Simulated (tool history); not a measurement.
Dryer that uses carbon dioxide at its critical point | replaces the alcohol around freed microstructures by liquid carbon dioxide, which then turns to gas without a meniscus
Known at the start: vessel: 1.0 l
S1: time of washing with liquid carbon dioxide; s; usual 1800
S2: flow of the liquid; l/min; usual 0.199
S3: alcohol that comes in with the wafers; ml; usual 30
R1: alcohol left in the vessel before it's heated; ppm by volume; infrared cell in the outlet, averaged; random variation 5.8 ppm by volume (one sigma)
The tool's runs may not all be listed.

| run | hour | S1 | S2 | S3 | R1 |
|---|---|---|---|---|---|
| 1 | 0 | 1800 | 0.199 | 30 | 325 |
| 2 | 19.8 | 1800 | 0.199 | 30 | 344 |
| 3 | 34.9 | 1860 | 0.199 | 30 | 312 |
| 4 | 51 | 1860 | 0.199 | 30 | 324 |
| 5 | 67 | 1860 | 0.199 | 30 | 324 |
| 6 | 85.1 | 1860 | 0.199 | 30 | 342 |
| 7 | 113.3 | 1860 | 0.199 | 30 | 337 |
| 8 | 127.7 | 1860 | 0.199 | 30 | 354 |
| 9 | 157 | 2100 | 0.199 | 30 | 265 |
| 10 | 173.1 | 2100 | 0.199 | 58 | 386 |
| 11 | 187.7 | 2100 | 0.199 | 58 | 405 |
| 12 | 214.5 | 2100 | 0.199 | 58 | 410 |
| 13 | 241.1 | 1800 | 0.199 | 30 | 440 |
| 14 | 267.7 | 1800 | 0.199 | 30 | 466 |
| 15 | 291.5 | 1800 | 0.199 | 30 | 475 |
| 16 | 314.2 | 1800 | 0.12 | 30 | 2126 |
| 17 | 329.9 | 1800 | 0.241 | 30 | 302 |
| 18 | 350.8 | 1800 | 0.241 | 30 | 312 |
|  | 372.9 | inlet filter changed |
| 19 | 373.3 | 1800 | 0.203 | 30 | 385 |
| 20 | 399.3 | 1800 | 0.203 | 30 | 380 |
| 21 | 415.2 | 1860 | 0.321 | 98 | 225 |
| 22 | 434.2 | 1860 | 0.123 | 98 | 4351 |
| 23 | 448.3 | 1800 | 0.218 | 23 | 315 |
| 24 | 470.5 | 1200 | 0.275 | 31 | 539 |
| 25 | 494 | 1080 | 0.199 | 69 | 3639 |
| 26 | 505.8 | 2580 | 0.183 | 24 | 279 |
| 27 | 534.2 | 1140 | 0.199 | 30 | 1536 |
| 28 | 553.6 | 1800 | 0.199 | 21 | 398 |
| 29 | 579.9 | 1920 | 0.224 | 32 | 337 |
| 30 | 606.8 | 1920 | 0.224 | 32 | 352 |
| 31 | 621.4 | 1200 | 0.199 | 51 | 2307 |
| 32 | 638.6 | 1200 | 0.199 | 51 | 2262 |
| 33 | 657.8 | 1800 | 0.231 | 67 | 527 |
| 34 | 686.6 | 1560 | 0.181 | 26 | 883 |
| 35 | 710.2 | 1920 | 0.263 | 56 | 355 |
|  | 740 | purifier's bed changed |
| 36 | 742.4 | 1680 | 0.25 | 22 | 82 |

The next listed run, before its measurement:
| 37 | 768.4 | 2100 | 0.313 | 83 | ? |

R1: 27 ppm by volume
Without the tool's hidden state the same run would have given R1 12 ppm by volume.

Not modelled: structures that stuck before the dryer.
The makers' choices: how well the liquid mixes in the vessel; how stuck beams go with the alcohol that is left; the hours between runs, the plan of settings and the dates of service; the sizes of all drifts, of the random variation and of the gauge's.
